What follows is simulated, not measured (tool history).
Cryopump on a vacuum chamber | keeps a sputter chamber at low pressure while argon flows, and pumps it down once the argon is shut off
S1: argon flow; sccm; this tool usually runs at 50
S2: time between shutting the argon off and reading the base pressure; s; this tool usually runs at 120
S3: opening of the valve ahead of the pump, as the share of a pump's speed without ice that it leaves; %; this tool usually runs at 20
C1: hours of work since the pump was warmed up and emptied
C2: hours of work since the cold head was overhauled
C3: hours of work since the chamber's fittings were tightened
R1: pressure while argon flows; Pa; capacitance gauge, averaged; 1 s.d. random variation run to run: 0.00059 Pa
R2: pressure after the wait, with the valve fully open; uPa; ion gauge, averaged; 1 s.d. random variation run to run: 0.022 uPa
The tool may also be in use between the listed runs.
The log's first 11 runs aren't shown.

run	hour	S1	S2	S3	C1	C2	C3	R1	R2
12	877.2	50	120	20	81	649	186	0.1796	0.71
13	932.1	50	120	20	110	678	215	0.1783	0.68
14	999.9	50	120	20	146	714	251	0.1795	0.77
15	1051.4	50	120	20	173	741	278	0.1797	0.74
16	1143.9	50	120	20	222	790	327	0.1805	0.80
17	1207.2	50	120	20	255	823	360	0.1815	0.82
18	1291.6	66	52	27	300	868	405	0.1776	1.42
19	1339.8	25	142	30	325	894	430	0.0605	0.76
20	1425.7	70	142	44	371	939	476	0.1196	0.88
21	1487.1	70	142	44	403	972	508	0.1194	0.83
22	1586.3	70	142	44	456	1024	561	0.1214	0.87
23	1668.5	20	31	44	499	1067	604	0.0350	2.30
24	1717.2	20	27	21	525	1093	630	0.0700	2.52
# hour 1808.6: pump warmed up, emptied and cooled again
25	1811.8	20	27	21	2	1141	677	0.0679	2.49
26	1858.7	33	58	17	27	1165	702	0.1393	1.44
27	1955.5	33	58	17	78	1217	754	0.1395	1.47
28	2061.9	33	58	17	134	1273	810	0.1389	1.44
29	2121.4	33	83	26	165	1304	841	0.0916	1.29
30	2203.3	33	83	26	209	1348	885	0.0915	1.29
31	2300.9	33	83	26	260	1399	936	0.0921	1.36
32	2363.7	35	83	26	294	1433	969	0.0982	1.36
33	2427.4	20	120	34	327	1466	1003	0.0437	1.20

Consider 4 possible next runs. They are alternatives, not a sequence: every one starts from the tool as it was left by run 33. What does each give?
A	2525.4	20	43	20	379	1518	1055	?	?
B	2525.4	45	120	20	379	1518	1055	?	?
C	2525.4	38	120	23	379	1518	1055	?	?
D	2525.4	48	52	34	379	1518	1055	?	?

run	R1	R2
A	0.0723	2.01
B	0.1649	1.24
C	0.1207	1.23
D	0.1049	1.77
The same runs, with their run-to-run variation unchanged, on a tool lacking any hidden condition would have given:
run	R1	R2
A	0.0705	1.39
B	0.1607	0.60
C	0.1172	0.60
D	0.1004	1.16

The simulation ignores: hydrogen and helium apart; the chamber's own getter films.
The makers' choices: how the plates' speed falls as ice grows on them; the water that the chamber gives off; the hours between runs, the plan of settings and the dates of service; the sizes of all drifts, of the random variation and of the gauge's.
